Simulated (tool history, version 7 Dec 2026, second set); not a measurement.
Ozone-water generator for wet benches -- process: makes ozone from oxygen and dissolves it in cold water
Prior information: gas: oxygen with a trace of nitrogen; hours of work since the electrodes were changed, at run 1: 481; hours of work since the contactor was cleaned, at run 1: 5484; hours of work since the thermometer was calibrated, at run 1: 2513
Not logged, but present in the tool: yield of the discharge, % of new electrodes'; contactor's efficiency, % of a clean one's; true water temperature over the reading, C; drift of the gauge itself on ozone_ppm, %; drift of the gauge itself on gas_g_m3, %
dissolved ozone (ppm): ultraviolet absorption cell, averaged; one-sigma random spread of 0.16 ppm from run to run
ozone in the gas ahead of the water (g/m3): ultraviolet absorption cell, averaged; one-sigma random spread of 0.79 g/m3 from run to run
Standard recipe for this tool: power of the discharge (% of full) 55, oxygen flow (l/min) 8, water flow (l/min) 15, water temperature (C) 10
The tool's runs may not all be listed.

| run | hour | power of the discharge (% of full) | oxygen flow (l/min) | water flow (l/min) | water temperature (C) | hours of work since the electrodes were changed | hours of work since the contactor was cleaned | hours of work since the thermometer was calibrated | dissolved ozone (ppm) | ozone in the gas ahead of the water (g/m3) |
|---|---|---|---|---|---|---|---|---|---|---|
| 1 | 0 | 55 | 8 | 15 | 10 | 481 | 5484 | 2513 | 20.6 | 120.2 |
| 2 | 138.4 | 55 | 8 | 15 | 5 | 567 | 5569 | 2599 | 22.4 | 121.7 |
| 3 | 237.1 | 55 | 8 | 15 | 5 | 628 | 5630 | 2660 | 22.4 | 120.8 |
| 4 | 423.9 | 55 | 8 | 15 | 10 | 744 | 5746 | 2776 | 20.5 | 119 |
| 5 | 535.7 | 55 | 8 | 15 | 10 | 813 | 5815 | 2845 | 20.4 | 120.7 |
| 6 | 676.6 | 78 | 8 | 15 | 10 | 900 | 5902 | 2932 | 26.5 | 154.9 |
|  | 773.7 | water thermometer calibrated |
| 7 | 864.4 | 78 | 8 | 15 | 10 | 1016 | 6018 | 56 | 26.4 | 153.9 |
| 8 | 996.7 | 78 | 8 | 15 | 10 | 1098 | 6100 | 138 | 26.1 | 154.9 |
| 9 | 1181.3 | 63 | 13.97 | 13 | 10 | 1212 | 6214 | 252 | 23.4 | 101.2 |

Forecast run 10:
|  | 1236.5 | contactor cleaned |
| 10 | 1261.3 | 93 | 8 | 13 | 7 | 1259 | 15 | 299 | ? | ? |

{"run 10": {"dissolved ozone (ppm)": 35.9, "ozone in the gas ahead of the water (g/m3)": 174.9}}
Were there no unlogged condition in the tool, this run, its random variation unchanged, would have produced dissolved ozone (ppm) 36.7, ozone in the gas ahead of the water (g/m3) 178.1.

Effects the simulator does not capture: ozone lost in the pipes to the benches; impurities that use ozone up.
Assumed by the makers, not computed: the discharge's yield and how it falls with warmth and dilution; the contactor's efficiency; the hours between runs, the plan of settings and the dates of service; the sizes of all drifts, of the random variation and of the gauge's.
